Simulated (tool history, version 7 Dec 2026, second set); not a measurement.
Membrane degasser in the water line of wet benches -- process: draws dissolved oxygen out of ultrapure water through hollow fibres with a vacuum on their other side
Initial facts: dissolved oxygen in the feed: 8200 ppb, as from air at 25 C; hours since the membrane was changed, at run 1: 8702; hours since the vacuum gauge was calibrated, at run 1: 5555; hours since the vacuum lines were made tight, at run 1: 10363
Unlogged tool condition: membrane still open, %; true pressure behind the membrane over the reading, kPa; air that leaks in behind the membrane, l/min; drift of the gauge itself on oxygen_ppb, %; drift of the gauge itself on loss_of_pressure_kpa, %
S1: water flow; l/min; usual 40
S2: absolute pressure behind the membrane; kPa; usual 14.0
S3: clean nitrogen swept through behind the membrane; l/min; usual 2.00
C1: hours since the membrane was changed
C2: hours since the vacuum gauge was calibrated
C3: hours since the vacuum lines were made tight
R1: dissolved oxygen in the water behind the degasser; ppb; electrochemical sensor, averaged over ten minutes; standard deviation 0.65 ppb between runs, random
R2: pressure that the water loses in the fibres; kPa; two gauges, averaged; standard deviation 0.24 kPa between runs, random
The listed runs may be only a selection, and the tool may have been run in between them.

Run 1, hour 0.0: usual settings; C1 8702; C2 5555; C3 10363. Result: R1 459.6 ppb, R2 61.86 kPa.
At hour 23.0: seals of the vacuum lines changed.
Run 2, hour 244.4: usual settings but S3 1.09 l/min; C1 8945; C2 5798; C3 221. Result: R1 747.6 ppb, R2 62.31 kPa.
Run 3, hour 402.7: usual settings; C1 9103; C2 5956; C3 380. Result: R1 460.7 ppb, R2 61.98 kPa.
Run 4, hour 595.6: usual settings; C1 9296; C2 6149; C3 573. Result: R1 459.0 ppb, R2 61.79 kPa.
Run 5, hour 717.5: usual settings; C1 9418; C2 6271; C3 694. Result: R1 459.7 ppb, R2 61.72 kPa.
Run 6, hour 870.7: usual settings but S3 1.71 l/min; C1 9571; C2 6424; C3 848. Result: R1 524.8 ppb, R2 61.76 kPa.
Run 7, hour 1101.9: usual settings but S1 44 l/min; C1 9802; C2 6655; C3 1079. Result: R1 499.2 ppb, R2 67.89 kPa.
Run 8, hour 1352.0: usual settings; C1 10053; C2 6905; C3 1329. Result: R1 461.0 ppb, R2 62.06 kPa.
Run 9, hour 1542.1: usual settings; C1 10243; C2 7095; C3 1519. Result: R1 459.9 ppb, R2 61.80 kPa.
Run 10, hour 1763.0: usual settings but S1 41 l/min, S3 1.03 l/min; C1 10464; C2 7316; C3 1740. Result: R1 797.2 ppb, R2 63.66 kPa.
Run 11, hour 1889.9: usual settings but S1 31 l/min, S2 14.9 kPa; C1 10590; C2 7443; C3 1867. Result: R1 398.0 ppb, R2 47.84 kPa.
Run 12, hour 1999.5: usual settings but S1 31 l/min, S2 27.2 kPa, S3 4.46 l/min; C1 10700; C2 7553; C3 1977. Result: R1 384.3 ppb, R2 47.63 kPa.
Run 13, hour 2185.7: usual settings but S1 37 l/min, S2 8.8 kPa; C1 10886; C2 7739; C3 2163. Result: R1 228.6 ppb, R2 57.25 kPa.
Run 14, hour 2302.8: usual settings but S1 37 l/min, S2 8.8 kPa; C1 11003; C2 7856; C3 2280. Result: R1 228.4 ppb, R2 57.95 kPa.
Run 15, hour 2456.5: usual settings but S1 28 l/min, S2 15.0 kPa; C1 11157; C2 8010; C3 2433. Result: R1 365.6 ppb, R2 43.42 kPa.
Run 16, hour 2671.4: usual settings but S1 41 l/min, S2 21.6 kPa, S3 1.44 l/min; C1 11372; C2 8225; C3 2648. Result: R1 997.2 ppb, R2 63.76 kPa.
Run 17, hour 2830.4: usual settings but S1 41 l/min, S2 21.6 kPa, S3 1.44 l/min; C1 11531; C2 8383; C3 2807. Result: R1 1000.1 ppb, R2 63.39 kPa.
Run 18, hour 3041.8: usual settings but S1 41 l/min, S2 21.6 kPa, S3 1.44 l/min; C1 11742; C2 8595; C3 3019. Result: R1 1000.9 ppb, R2 63.60 kPa.

Each row is a separate what-if for the run after 18, all from the same tool condition, not one after another. Results?
At hour 3059.7: vacuum gauge calibrated.
Run A, hour 3152.5: usual settings but S1 25 l/min, S2 21.3 kPa, S3 3.49 l/min; C1 11853; C2 93; C3 3129. Result: R1 ?, R2 ?.
At hour 3059.7: vacuum gauge calibrated.
Run B, hour 3152.5: usual settings but S1 28 l/min, S2 13.7 kPa, S3 4.76 l/min; C1 11853; C2 93; C3 3129. Result: R1 ?, R2 ?.
At hour 3059.7: vacuum gauge calibrated.
Run C, hour 3152.5: usual settings but S2 22.9 kPa; C1 11853; C2 93; C3 3129. Result: R1 ?, R2 ?.
At hour 3059.7: vacuum gauge calibrated.
Run D, hour 3152.5: usual settings but S1 25 l/min, S2 22.1 kPa, S3 0.82 l/min; C1 11853; C2 93; C3 3129. Result: R1 ?, R2 ?.

run      R1     R2
  A   301.2  38.97
  B   147.3  43.68
  C   802.1  61.99
  D  1078.1  38.87
With the hidden condition removed and each run's random variation left untouched, the same runs would have given:
run      R1     R2
  A   301.1  38.92
  B   147.3  43.63
  C   802.0  61.92
  D  1077.9  38.82
